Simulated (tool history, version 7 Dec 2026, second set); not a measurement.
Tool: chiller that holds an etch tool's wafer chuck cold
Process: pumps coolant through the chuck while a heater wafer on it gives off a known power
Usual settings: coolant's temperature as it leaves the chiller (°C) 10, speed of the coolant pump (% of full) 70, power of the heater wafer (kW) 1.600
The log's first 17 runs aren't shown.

run   hour  coolant's temperature as it leaves the chiller (°C)  speed of the coolant pump (% of full)  power of the heater wafer (kW)  chuck's temperature once it has settled (°C)  how much warmer the coolant comes back (C)
 18  371.7                                                    1                                     61                           0.978                                          12.9                                        3.94
 19  403.0                                                    1                                     61                           0.978                                          13.1                                        3.92
 20  430.5                                                    4                                     74                           0.978                                          14.3                                        3.16
 21  449.1                                                   18                                     94                           1.600                                          31.6                                        4.06
 22  462.0                                                   18                                     94                           1.600                                          31.5                                        3.97
 23  489.4                                                    4                                     86                           1.006                                          13.2                                        2.68
 24  516.2                                                   14                                     70                           1.600                                          31.3                                        5.39
 25  543.3                                                   14                                     72                           1.600                                          30.9                                        5.26
 26  557.6                                                   14                                     70                           1.815                                          33.7                                        6.16
 27  577.4                                                   14                                     70                           1.815                                          33.8                                        6.11
 28  592.2                                                   10                                     99                           1.942                                          25.9                                        4.52
 29  614.8                                                   10                                     99                           1.942                                          25.7                                        4.45
 30  632.1                                                   10                                     99                           1.942                                          25.9                                        4.50
 31  661.2                                                   14                                     90                           1.453                                          26.8                                        3.62
 32  674.1                                                    7                                     70                           1.410                                          22.1                                        4.67

Forecast each of these 4 alternatives for the next run:
  A  702.4                                                    9                                     73                           1.914                                             ?                                           ?
  B  702.4                                                    6                                     70                           1.410                                             ?                                           ?
  C  702.4                                                   18                                     98                           1.621                                             ?                                           ?
  D  702.4                                                   19                                     75                           0.926                                             ?                                           ?

run  chuck's temperature once it has settled (°C)  how much warmer the coolant comes back (C)
  A                                          29.0                                        6.14
  B                                          21.2                                        4.68
  C                                          31.3                                        3.70
  D                                          28.6                                        2.78
Without the tool's hidden state the same runs would have given:
run  chuck's temperature once it has settled (°C)  how much warmer the coolant comes back (C)
  A                                          29.0                                        6.43
  B                                          21.2                                        4.97
  C                                          31.3                                        4.00
  D                                          28.6                                        3.07

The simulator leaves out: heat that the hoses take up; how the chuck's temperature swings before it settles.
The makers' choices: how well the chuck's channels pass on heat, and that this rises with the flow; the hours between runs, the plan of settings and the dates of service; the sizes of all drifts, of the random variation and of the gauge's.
